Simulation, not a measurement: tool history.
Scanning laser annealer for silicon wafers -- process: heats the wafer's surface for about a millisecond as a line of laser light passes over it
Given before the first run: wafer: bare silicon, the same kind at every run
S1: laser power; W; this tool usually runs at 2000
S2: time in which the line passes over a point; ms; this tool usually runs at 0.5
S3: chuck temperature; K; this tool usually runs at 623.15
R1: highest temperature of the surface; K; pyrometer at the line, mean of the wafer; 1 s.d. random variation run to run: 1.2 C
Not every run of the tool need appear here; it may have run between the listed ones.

| run | hour | S1 | S2 | S3 | R1 |
|---|---|---|---|---|---|
| 1 | 0 | 2000 | 0.5 | 623.15 | 1355.15 |
| 2 | 5.1 | 2000 | 0.5 | 623.15 | 1355.15 |
| 3 | 16.2 | 2000 | 0.5 | 623.15 | 1354.15 |
| 4 | 24.5 | 2000 | 0.5 | 623.15 | 1356.15 |
| 5 | 33.2 | 2000 | 0.5 | 641.15 | 1371.15 |
| 6 | 41.1 | 2000 | 0.5 | 623.15 | 1354.15 |
| 7 | 49.3 | 2000 | 0.5 | 623.15 | 1353.15 |
| 8 | 60.6 | 2000 | 0.5 | 622.15 | 1352.15 |
| 9 | 65.7 | 2000 | 0.46 | 622.15 | 1322.15 |
| 10 | 71.3 | 2034 | 0.5 | 623.15 | 1365.15 |
| 11 | 79.6 | 2034 | 0.5 | 623.15 | 1362.15 |
| 12 | 91.2 | 2034 | 0.5 | 623.15 | 1362.15 |
| 13 | 98 | 2034 | 0.5 | 623.15 | 1362.15 |
| 14 | 107.3 | 2000 | 0.5 | 588.15 | 1316.15 |
| 15 | 116.1 | 2000 | 0.609 | 627.15 | 1429.15 |
| 16 | 127 | 2029 | 0.389 | 598.15 | 1249.15 |
| 17 | 137.2 | 2000 | 0.5 | 643.15 | 1369.15 |
| 18 | 142.4 | 2000 | 0.382 | 623.15 | 1259.15 |
| 19 | 153.3 | 2077 | 0.518 | 658.15 | 1421.15 |
| 20 | 162.5 | 2077 | 0.518 | 658.15 | 1423.15 |
| 21 | 172.6 | 1737 | 0.5 | 623.15 | 1261.15 |
| 22 | 183.8 | 1792 | 0.5 | 620.15 | 1277.15 |
| 23 | 190.5 | 1874 | 0.5 | 645.15 | 1327.15 |
| 24 | 197 | 1874 | 0.5 | 645.15 | 1329.15 |
| 25 | 207.5 | 1874 | 0.5 | 645.15 | 1327.15 |

Results per run with the tool's hidden condition removed, run-to-run variation unchanged:
Unlogged tool condition in this case: light that passes the window, % of a clean one's; laser's true power over the reading, %; width of the line over the set one, %; drift of the gauge itself on peak_c, C.
| run | R1 |
|---|---|
| 1 | 1377.15 |
| 2 | 1377.15 |
| 3 | 1377.15 |
| 4 | 1378.15 |
| 5 | 1394.15 |
| 6 | 1377.15 |
| 7 | 1377.15 |
| 8 | 1376.15 |
| 9 | 1345.15 |
| 10 | 1389.15 |
| 11 | 1387.15 |
| 12 | 1387.15 |
| 13 | 1388.15 |
| 14 | 1342.15 |
| 15 | 1458.15 |
| 16 | 1273.15 |
| 17 | 1396.15 |
| 18 | 1282.15 |
| 19 | 1449.15 |
| 20 | 1452.15 |
| 21 | 1286.15 |
| 22 | 1303.15 |
| 23 | 1354.15 |
| 24 | 1356.15 |
| 25 | 1355.15 |
